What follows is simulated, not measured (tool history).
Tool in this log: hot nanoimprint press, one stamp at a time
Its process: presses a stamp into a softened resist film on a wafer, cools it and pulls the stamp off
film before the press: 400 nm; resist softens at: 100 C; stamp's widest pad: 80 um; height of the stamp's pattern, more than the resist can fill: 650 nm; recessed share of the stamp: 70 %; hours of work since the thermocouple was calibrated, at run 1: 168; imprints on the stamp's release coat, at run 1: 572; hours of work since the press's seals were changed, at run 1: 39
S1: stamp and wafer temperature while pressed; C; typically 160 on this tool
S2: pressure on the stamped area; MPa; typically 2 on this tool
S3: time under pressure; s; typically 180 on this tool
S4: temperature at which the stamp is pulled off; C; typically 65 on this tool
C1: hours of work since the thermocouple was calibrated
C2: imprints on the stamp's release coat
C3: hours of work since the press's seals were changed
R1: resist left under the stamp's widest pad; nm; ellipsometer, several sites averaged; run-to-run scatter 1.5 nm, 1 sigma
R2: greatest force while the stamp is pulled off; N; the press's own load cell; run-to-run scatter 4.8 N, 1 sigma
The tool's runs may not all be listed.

run   hour   S1    S2   S3  S4   C1    C2   C3     R1   R2
  1      0  160     2  180  65  168   572   39    239  266
  2   28.2  167     2  180  65  184   625   54  170.9  257
  3   69.7  167     2  180  65  207   703   77  173.3  275
  4   98.6  167     2  180  65  223   757   93  173.9  275
  5  151.3  160     2  118  65  252   856  122  275.4  279
  6  178.5  149     2  118  65  267   907  137  360.1  281
  7  216.7  160     2  214  65  288   979  159  230.4  281
     237.3  -- plate thermocouple calibrated
  8  263.9  160     2  214  65   15  1062  183  216.3  254
  9  315.1  151     2  214  65   43  1158  211  309.8  280
 10  343.2  151     2  214  65   59  1211  227  312.6  282
 11  365.3  168  1.37  155  65   71  1252  239  195.4  280
 12  414.8  151     2  150  65   98  1345  266  334.5  288
 13  456.3  155  1.62  287  63  121  1423  289  265.9  308
     495.8  -- stamp cleaned and given a new release coat
 14  496.4  155  1.62  251  55  140     1  308  281.6  315
 15  526.4  152  2.18  169  72  156    58  325  315.5  188
 16  556.3  152  2.18  204  72  173   114  341  306.1  202
 17  609.4  152  2.18  204  72  202   213  371  305.9  208
 18  650.3  172  2.18  255  72  225   290  393  111.7  204
 19  692.3  172  2.18  255  72  248   369  417  111.8  204

Each row is a separate what-if for the run after 19, all from the same tool condition, not one after another. Results?
  A   737  172  2.82  255  68  273  453  441   ?   ?
  B   737  151     2   95  53  273  453  441   ?   ?
  C   737  160     2  331  71  273  453  441   ?   ?
  D   737  172  2.18  101  56  273  453  441   ?   ?
  E   737  152  2.18  255  72  273  453  441   ?   ?

run     R1   R2
  A   99.2  240
  B  356.3  368
  C  197.2  220
  D  167.2  328
  E  294.8  215
Without the tool's hidden state the same runs would have given:
run     R1   R2
  A   92.3  217
  B  349.7  335
  C  185.6  198
  D  157.6  299
  E  282.7  193

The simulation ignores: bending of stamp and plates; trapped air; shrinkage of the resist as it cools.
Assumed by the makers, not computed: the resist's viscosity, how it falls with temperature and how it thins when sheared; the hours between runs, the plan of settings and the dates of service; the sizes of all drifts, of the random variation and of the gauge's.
